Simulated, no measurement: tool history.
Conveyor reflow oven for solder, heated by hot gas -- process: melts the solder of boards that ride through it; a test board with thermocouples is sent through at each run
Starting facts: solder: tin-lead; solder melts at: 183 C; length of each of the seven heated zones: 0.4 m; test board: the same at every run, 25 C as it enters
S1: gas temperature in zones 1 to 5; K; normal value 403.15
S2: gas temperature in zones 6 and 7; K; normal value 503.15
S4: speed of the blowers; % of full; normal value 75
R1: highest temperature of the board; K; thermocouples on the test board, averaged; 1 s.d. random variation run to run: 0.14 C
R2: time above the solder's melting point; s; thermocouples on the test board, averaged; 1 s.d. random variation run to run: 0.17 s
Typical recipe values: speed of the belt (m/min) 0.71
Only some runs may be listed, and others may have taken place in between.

{"run": 1, "hour": 0.0, "S1": 403.15, "S2": 503.15, "speed of the belt (m/min)": 0.71, "S4": 75, "R1": 491.65, "R2": 50.3}
{"run": 2, "hour": 13.2, "S1": 403.15, "S2": 503.15, "speed of the belt (m/min)": 0.622, "S4": 75, "R1": 494.95, "R2": 60.6}
{"run": 3, "hour": 24.2, "S1": 403.15, "S2": 503.15, "speed of the belt (m/min)": 0.71, "S4": 75, "R1": 491.55, "R2": 50.4}
{"run": 4, "hour": 36.8, "S1": 403.15, "S2": 503.15, "speed of the belt (m/min)": 0.71, "S4": 78, "R1": 491.95, "R2": 50.6}
{"run": 5, "hour": 45.3, "S1": 403.15, "S2": 503.15, "speed of the belt (m/min)": 0.71, "S4": 78, "R1": 491.75, "R2": 50.4}
{"hour": 50.2, "done": "belt drive overhauled, speed set with a stopwatch"}
{"run": 6, "hour": 63.6, "S1": 403.15, "S2": 503.15, "speed of the belt (m/min)": 0.71, "S4": 78, "R1": 492.05, "R2": 50.6}
{"hour": 78.2, "done": "belt drive overhauled, speed set with a stopwatch, once more"}
{"run": 7, "hour": 78.2, "S1": 392.15, "S2": 503.15, "speed of the belt (m/min)": 0.71, "S4": 78, "R1": 490.15, "R2": 46.5}

Run 8 has not been measured yet. What should we expect?
{"run": 8, "hour": 85.9, "S1": 390.15, "S2": 503.15, "speed of the belt (m/min)": 0.71, "S4": 75, "R1": "?", "R2": "?"}

{"run 8": {"R1": 489.15, "R2": 45.4}}
Minus the tool's unlogged condition, the same run would have read R1 489.05 K, R2 45.5 s.
